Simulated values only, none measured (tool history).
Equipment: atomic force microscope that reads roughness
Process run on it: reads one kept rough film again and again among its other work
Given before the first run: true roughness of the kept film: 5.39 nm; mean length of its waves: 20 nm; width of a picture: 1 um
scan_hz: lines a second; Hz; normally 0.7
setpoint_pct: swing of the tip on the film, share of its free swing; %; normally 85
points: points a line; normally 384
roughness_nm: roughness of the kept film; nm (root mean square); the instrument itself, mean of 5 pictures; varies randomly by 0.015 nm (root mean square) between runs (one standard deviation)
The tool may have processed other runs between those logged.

run   hour  scan_hz  setpoint_pct  points  roughness_nm
  1      0      0.7            85     384         2.775
      37.3  -- new tip fitted
  2   41.6      0.7            68     384         3.662
  3     68     2.07            85     384         2.725
  4   98.2     2.07            76     384          2.72
  5  130.7      0.7            85     384         2.736
     153.3  -- new tip fitted
  6  156.4      0.7            85     384         3.486
  7  178.2    2.165            69     997         3.208
  8  215.9    2.165            69     997         2.896
  9    247    2.165            62     997         2.776
     270.4  -- new tip fitted
 10  289.8    1.351            63     714         3.483
 11  311.4    3.289            63     274         2.906

Pick out some run-to-run changes in roughness_nm. Of each, how much would a tool without hidden state show as well, from the settings, what came in and chance, and how much is left for the hidden state and any gauge scatter not in both results compared?
Hidden conditions of the tool in this case: radius of the tip, nm; height scale over the true one, %; drift of the gauge itself on roughness_nm, %.
Run 2 -> 3: scan_hz 0.7 -> 2.07, setpoint_pct 68 -> 85. roughness_nm -0.937 nm (root mean square): hidden state -0.189, all else -0.748.
Run 5 -> 6: new tip fitted. roughness_nm +0.75 nm (root mean square): hidden state +0.723, all else +0.027.

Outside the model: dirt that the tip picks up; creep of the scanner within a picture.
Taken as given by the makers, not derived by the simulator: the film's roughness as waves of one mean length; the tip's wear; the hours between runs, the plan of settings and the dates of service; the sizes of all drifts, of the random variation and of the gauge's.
